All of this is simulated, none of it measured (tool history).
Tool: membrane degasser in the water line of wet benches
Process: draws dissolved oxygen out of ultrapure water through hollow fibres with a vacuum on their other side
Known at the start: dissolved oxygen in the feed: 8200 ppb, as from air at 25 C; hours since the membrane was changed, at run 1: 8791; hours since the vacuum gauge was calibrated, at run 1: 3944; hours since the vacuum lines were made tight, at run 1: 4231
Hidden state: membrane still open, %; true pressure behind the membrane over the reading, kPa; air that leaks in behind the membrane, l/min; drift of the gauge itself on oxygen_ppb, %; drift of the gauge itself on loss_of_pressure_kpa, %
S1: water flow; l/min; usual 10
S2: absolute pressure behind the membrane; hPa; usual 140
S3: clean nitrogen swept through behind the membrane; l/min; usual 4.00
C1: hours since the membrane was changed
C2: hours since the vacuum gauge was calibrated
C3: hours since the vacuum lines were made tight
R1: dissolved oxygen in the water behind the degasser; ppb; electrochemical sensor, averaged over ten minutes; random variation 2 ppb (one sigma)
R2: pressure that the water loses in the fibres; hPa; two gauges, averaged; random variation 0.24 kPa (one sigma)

run      day  S1   S2    S3     C1    C2    C3     R1     R2
  1    0.000  10  140  4.00   8791  3944  4231  226.6  649.2
  2    7.942  10  140  4.00   8982  4134  4421  228.1  656.9
  3   15.196  10  140  4.00   9156  4308  4595  229.7  652.0
  4   24.054  10  140  4.00   9369  4521  4808  230.5  655.1
  5   33.083  10  140  4.00   9585  4738  5025  227.9  649.3
  6   38.688  10  140  4.00   9720  4872  5159  233.1  651.9
  7   48.375  10  140  4.00   9952  5105  5392  231.8  658.4
  8   55.621  10  140  4.00  10126  5278  5566  231.3  655.6
  9   65.538  10  100  4.00  10364  5516  5803  210.8  659.3
 10   76.525  10  100  4.00  10628  5780  6067  212.2  653.6
 11   83.558  10  100  4.00  10797  5949  6236  211.7  658.1
 12   88.492  10  140  2.23  10915  6067  6354  286.7  657.3
 13   96.062   8  157  2.23  11097  6249  6536  188.9  524.7
 14  104.692  13  267  2.23  11304  6456  6743  661.1  857.4
 15  112.950  13  267  2.23  11502  6654  6941  645.1  856.0
 16  118.067  13  267  2.23  11625  6777  7064  657.8  858.7
 17  123.262  12  326  6.10  11750  6902  7189  422.7  793.4
 18  129.208  12  326  6.10  11892  7045  7332  424.3  789.7
 19  134.746   7  138  4.00  12025  7177  7465   96.3  464.0
 20  141.038   7  138  4.00  12176  7328  7616   97.9  467.0
 21  152.504   7  131  7.48  12452  7604  7891   73.3  461.6

The next listed run, before its measurement:
 22  160.104   7  153  4.00  12634  7786  8073   ?   ?

R1: 104.4 ppb
R2: 464.3 hPa
Without the tool's hidden state the same run would have given R1 88.5 ppb, R2 435.7 hPa.
